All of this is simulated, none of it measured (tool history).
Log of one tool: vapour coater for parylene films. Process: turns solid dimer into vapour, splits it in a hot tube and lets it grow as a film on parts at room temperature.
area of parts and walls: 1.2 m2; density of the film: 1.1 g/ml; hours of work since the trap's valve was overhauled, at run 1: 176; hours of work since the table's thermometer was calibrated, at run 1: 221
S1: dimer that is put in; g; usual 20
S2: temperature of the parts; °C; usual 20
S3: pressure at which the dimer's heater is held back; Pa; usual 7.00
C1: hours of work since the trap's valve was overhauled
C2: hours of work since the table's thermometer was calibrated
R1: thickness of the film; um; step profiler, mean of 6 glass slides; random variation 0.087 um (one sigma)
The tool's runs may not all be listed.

{"run": 1, "hour": 0.0, "S1": 20, "S2": 20, "S3": 7.0, "C1": 176, "C2": 221, "R1": 10.85}
{"run": 2, "hour": 19.5, "S1": 20, "S2": 20, "S3": 7.0, "C1": 188, "C2": 233, "R1": 10.91}
{"hour": 63.5, "done": "trap's valve overhauled"}
{"run": 3, "hour": 64.0, "S1": 20, "S2": 21, "S3": 7.0, "C1": 0, "C2": 258, "R1": 11.35}
{"run": 4, "hour": 104.5, "S1": 20, "S2": 21, "S3": 7.0, "C1": 25, "C2": 283, "R1": 11.21}
{"run": 5, "hour": 143.0, "S1": 20, "S2": 20, "S3": 7.0, "C1": 49, "C2": 306, "R1": 11.37}
{"run": 6, "hour": 166.2, "S1": 20, "S2": 20, "S3": 7.0, "C1": 63, "C2": 321, "R1": 11.39}
{"run": 7, "hour": 200.2, "S1": 20, "S2": 20, "S3": 7.0, "C1": 84, "C2": 342, "R1": 11.08}
{"run": 8, "hour": 232.1, "S1": 20, "S2": 20, "S3": 7.0, "C1": 104, "C2": 361, "R1": 11.23}
{"run": 9, "hour": 250.4, "S1": 20, "S2": 20, "S3": 7.0, "C1": 115, "C2": 372, "R1": 11.25}
{"run": 10, "hour": 283.5, "S1": 20, "S2": 20, "S3": 7.0, "C1": 136, "C2": 393, "R1": 11.03}
{"run": 11, "hour": 302.2, "S1": 20, "S2": 20, "S3": 7.0, "C1": 147, "C2": 404, "R1": 11.02}
{"run": 12, "hour": 333.0, "S1": 20, "S2": 20, "S3": 7.0, "C1": 166, "C2": 423, "R1": 11.03}
{"run": 13, "hour": 355.8, "S1": 20, "S2": 20, "S3": 7.0, "C1": 180, "C2": 437, "R1": 10.9}
{"run": 14, "hour": 383.6, "S1": 20, "S2": 20, "S3": 7.78, "C1": 197, "C2": 455, "R1": 10.83}
{"run": 15, "hour": 401.7, "S1": 20, "S2": 20, "S3": 6.15, "C1": 208, "C2": 466, "R1": 10.89}
{"hour": 412.0, "done": "trap's valve overhauled"}
{"run": 16, "hour": 429.4, "S1": 20, "S2": 20, "S3": 7.0, "C1": 11, "C2": 480, "R1": 11.42}
{"run": 17, "hour": 466.7, "S1": 20, "S2": 20, "S3": 7.0, "C1": 34, "C2": 503, "R1": 11.38}
{"run": 18, "hour": 496.6, "S1": 20, "S2": 20, "S3": 7.0, "C1": 52, "C2": 522, "R1": 11.31}
{"run": 19, "hour": 522.3, "S1": 20, "S2": 20, "S3": 7.0, "C1": 68, "C2": 538, "R1": 11.23}
{"run": 20, "hour": 558.0, "S1": 20, "S2": 20, "S3": 7.0, "C1": 90, "C2": 560, "R1": 11.31}
{"run": 21, "hour": 594.9, "S1": 20, "S2": 20, "S3": 7.0, "C1": 113, "C2": 582, "R1": 11.21}
{"run": 22, "hour": 618.1, "S1": 20, "S2": 19, "S3": 7.0, "C1": 127, "C2": 597, "R1": 11.38}
{"run": 23, "hour": 641.8, "S1": 20, "S2": 19, "S3": 7.0, "C1": 142, "C2": 611, "R1": 11.37}
{"run": 24, "hour": 672.7, "S1": 20, "S2": 19, "S3": 7.0, "C1": 161, "C2": 630, "R1": 11.34}
{"run": 25, "hour": 695.2, "S1": 9, "S2": 16, "S3": 7.47, "C1": 175, "C2": 644, "R1": 5.37}
{"run": 26, "hour": 725.9, "S1": 9, "S2": 15, "S3": 2.57, "C1": 193, "C2": 663, "R1": 5.89}
{"hour": 761.7, "done": "trap's valve overhauled"}
{"run": 27, "hour": 769.0, "S1": 24, "S2": 20, "S3": 7.0, "C1": 4, "C2": 687, "R1": 14.02}
{"run": 28, "hour": 796.6, "S1": 31, "S2": 22, "S3": 6.18, "C1": 21, "C2": 704, "R1": 17.36}
{"run": 29, "hour": 832.3, "S1": 9, "S2": 18, "S3": 8.2, "C1": 43, "C2": 726, "R1": 5.33}
{"run": 30, "hour": 868.8, "S1": 15, "S2": 29, "S3": 3.13, "C1": 66, "C2": 749, "R1": 7.59}
{"run": 31, "hour": 904.6, "S1": 15, "S2": 29, "S3": 3.13, "C1": 88, "C2": 771, "R1": 7.45}
{"run": 32, "hour": 932.8, "S1": 15, "S2": 29, "S3": 3.13, "C1": 105, "C2": 788, "R1": 7.44}
{"run": 33, "hour": 951.8, "S1": 11, "S2": 24, "S3": 4.36, "C1": 117, "C2": 800, "R1": 5.9}
{"run": 34, "hour": 970.9, "S1": 20, "S2": 24, "S3": 5.62, "C1": 129, "C2": 812, "R1": 10.56}
{"run": 35, "hour": 1005.3, "S1": 10, "S2": 16, "S3": 4.83, "C1": 150, "C2": 833, "R1": 6.28}
{"run": 36, "hour": 1039.0, "S1": 34, "S2": 16, "S3": 2.83, "C1": 171, "C2": 854, "R1": 21.93}
{"run": 37, "hour": 1076.9, "S1": 10, "S2": 18, "S3": 2.83, "C1": 194, "C2": 877, "R1": 6.09}
{"hour": 1109.4, "done": "trap's valve overhauled"}
{"run": 38, "hour": 1122.6, "S1": 9, "S2": 25, "S3": 5.19, "C1": 8, "C2": 903, "R1": 4.81}
{"run": 39, "hour": 1156.5, "S1": 9, "S2": 25, "S3": 5.19, "C1": 29, "C2": 923, "R1": 4.82}
{"run": 40, "hour": 1185.3, "S1": 9, "S2": 25, "S3": 5.19, "C1": 47, "C2": 941, "R1": 4.71}
{"run": 41, "hour": 1204.1, "S1": 20, "S2": 30, "S3": 4.25, "C1": 58, "C2": 953, "R1": 9.58}

Hidden state at the last listed run before each entry between runs and at the first one after, where it differs:
Between runs 2 and 3: trap's valve overhauled (hour 63.5)
  vapour lost through the trap's worn valve, %: 6.9 -> 0.8
  measured less the result without the state, R1: -0.79 -> -0.07 um
Between runs 15 and 16: trap's valve overhauled (hour 412.0)
  vapour lost through the trap's worn valve, %: 7 -> 0.9
  measured less the result without the state, R1: -0.78 -> -0.07 um
Between runs 26 and 27: trap's valve overhauled (hour 761.7)
  vapour lost through the trap's worn valve, %: 6.2 -> 0.2; true temperature of the parts over the reading, C: -0.19 -> -0.2
  measured less the result without the state, R1: -0.37 -> +0.03 um
Between runs 37 and 38: trap's valve overhauled (hour 1109.4)
  vapour lost through the trap's worn valve, %: 5.9 -> 0.8; true temperature of the parts over the reading, C: -0.24 -> -0.25
  measured less the result without the state, R1: -0.35 -> -0.01 um
